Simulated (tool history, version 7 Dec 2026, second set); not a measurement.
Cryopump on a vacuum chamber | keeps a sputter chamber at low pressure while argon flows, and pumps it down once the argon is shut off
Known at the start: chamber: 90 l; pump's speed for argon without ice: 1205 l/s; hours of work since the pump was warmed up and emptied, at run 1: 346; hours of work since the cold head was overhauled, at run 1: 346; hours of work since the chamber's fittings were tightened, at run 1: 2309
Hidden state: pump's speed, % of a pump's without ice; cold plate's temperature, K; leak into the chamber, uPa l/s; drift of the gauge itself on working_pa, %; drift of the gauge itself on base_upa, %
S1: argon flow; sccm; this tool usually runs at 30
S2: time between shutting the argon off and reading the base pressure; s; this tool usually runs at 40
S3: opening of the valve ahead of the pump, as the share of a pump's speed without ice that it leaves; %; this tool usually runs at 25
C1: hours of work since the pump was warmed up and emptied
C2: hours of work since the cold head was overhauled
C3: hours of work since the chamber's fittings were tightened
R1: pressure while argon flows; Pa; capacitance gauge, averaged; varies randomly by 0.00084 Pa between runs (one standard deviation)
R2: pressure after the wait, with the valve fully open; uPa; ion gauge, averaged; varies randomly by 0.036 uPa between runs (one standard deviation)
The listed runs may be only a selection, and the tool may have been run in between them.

Run 1, hour 0.0: usual settings; C1 346; C2 346; C3 2309. Result: R1 0.1719 Pa, R2 2.31 uPa.
Run 2, hour 33.9: usual settings; C1 366; C2 366; C3 2328. Result: R1 0.1708 Pa, R2 2.30 uPa.
Run 3, hour 106.9: usual settings; C1 407; C2 407; C3 2370. Result: R1 0.1713 Pa, R2 2.26 uPa.
Run 4, hour 143.9: usual settings; C1 428; C2 428; C3 2391. Result: R1 0.1714 Pa, R2 2.32 uPa.
Run 5, hour 199.1: usual settings; C1 460; C2 460; C3 2422. Result: R1 0.1727 Pa, R2 2.31 uPa.
Run 6, hour 253.8: usual settings; C1 491; C2 491; C3 2453. Result: R1 0.1722 Pa, R2 2.39 uPa.
Run 7, hour 290.0: usual settings but S1 16 sccm; C1 512; C2 512; C3 2474. Result: R1 0.0931 Pa, R2 2.35 uPa.
Run 8, hour 351.5: usual settings but S1 16 sccm; C1 547; C2 547; C3 2509. Result: R1 0.0917 Pa, R2 2.30 uPa.
Run 9, hour 398.2: usual settings; C1 573; C2 573; C3 2536. Result: R1 0.1718 Pa, R2 2.32 uPa.
Run 10, hour 435.5: usual settings; C1 595; C2 595; C3 2557. Result: R1 0.1719 Pa, R2 2.42 uPa.
Run 11, hour 492.6: usual settings; C1 627; C2 627; C3 2589. Result: R1 0.1726 Pa, R2 2.36 uPa.
Run 12, hour 555.8: usual settings but S1 32 sccm, S2 114 s, S3 53 %; C1 663; C2 663; C3 2625. Result: R1 0.0900 Pa, R2 1.26 uPa.
Run 13, hour 596.1: usual settings but S1 32 sccm, S2 114 s, S3 53 %; C1 686; C2 686; C3 2648. Result: R1 0.0902 Pa, R2 1.24 uPa.
Run 14, hour 650.3: usual settings but S1 42 sccm, S3 35 %; C1 717; C2 717; C3 2679. Result: R1 0.1756 Pa, R2 2.38 uPa.
Run 15, hour 685.5: usual settings but S1 45 sccm, S2 55 s, S3 18 %; C1 737; C2 737; C3 2699. Result: R1 0.3617 Pa, R2 1.91 uPa.
Run 16, hour 753.5: usual settings but S1 13 sccm; C1 776; C2 776; C3 2738. Result: R1 0.0758 Pa, R2 2.44 uPa.
Run 17, hour 809.9: usual settings but S1 55 sccm, S2 41 s; C1 808; C2 808; C3 2770. Result: R1 0.3191 Pa, R2 2.30 uPa.
Run 18, hour 858.1: usual settings but S2 38 s; C1 835; C2 835; C3 2798. Result: R1 0.1749 Pa, R2 2.46 uPa.
Run 19, hour 910.8: usual settings but S1 19 sccm, S2 38 s, S3 52 %; C1 865; C2 865; C3 2828. Result: R1 0.0561 Pa, R2 2.49 uPa.
Run 20, hour 963.7: usual settings but S1 60 sccm, S2 207 s, S3 33 %; C1 896; C2 896; C3 2858. Result: R1 0.2672 Pa, R2 1.07 uPa.
Run 21, hour 1032.4: usual settings but S2 258 s, S3 36 %; C1 935; C2 935; C3 2897. Result: R1 0.1250 Pa, R2 0.96 uPa.

5 ways to go on from here, each from the tool as it stands after run 21. What would each give?
Run A, hour 1080.9: usual settings but S2 172 s, S3 22 %; C1 962; C2 962; C3 2925. Result: R1 ?, R2 ?.
Run B, hour 1080.9: usual settings but S1 22 sccm, S2 65 s; C1 962; C2 962; C3 2925. Result: R1 ?, R2 ?.
Run C, hour 1080.9: usual settings but S2 258 s, S3 36 %; C1 962; C2 962; C3 2925. Result: R1 ?, R2 ?.
Run D, hour 1080.9: usual settings but S2 72 s, S3 36 %; C1 962; C2 962; C3 2925. Result: R1 ?, R2 ?.
Run E, hour 1080.9: usual settings but S2 258 s, S3 32 %; C1 962; C2 962; C3 2925. Result: R1 ?, R2 ?.

run      R1    R2
  A  0.1985  1.15
  B  0.1279  1.81
  C  0.1253  0.92
  D  0.1238  1.63
  E  0.1404  1.02
Without the tool's hidden state the same runs would have given:
run      R1    R2
  A  0.1912  0.69
  B  0.1226  1.33
  C  0.1179  0.46
  D  0.1165  1.15
  E  0.1330  0.54
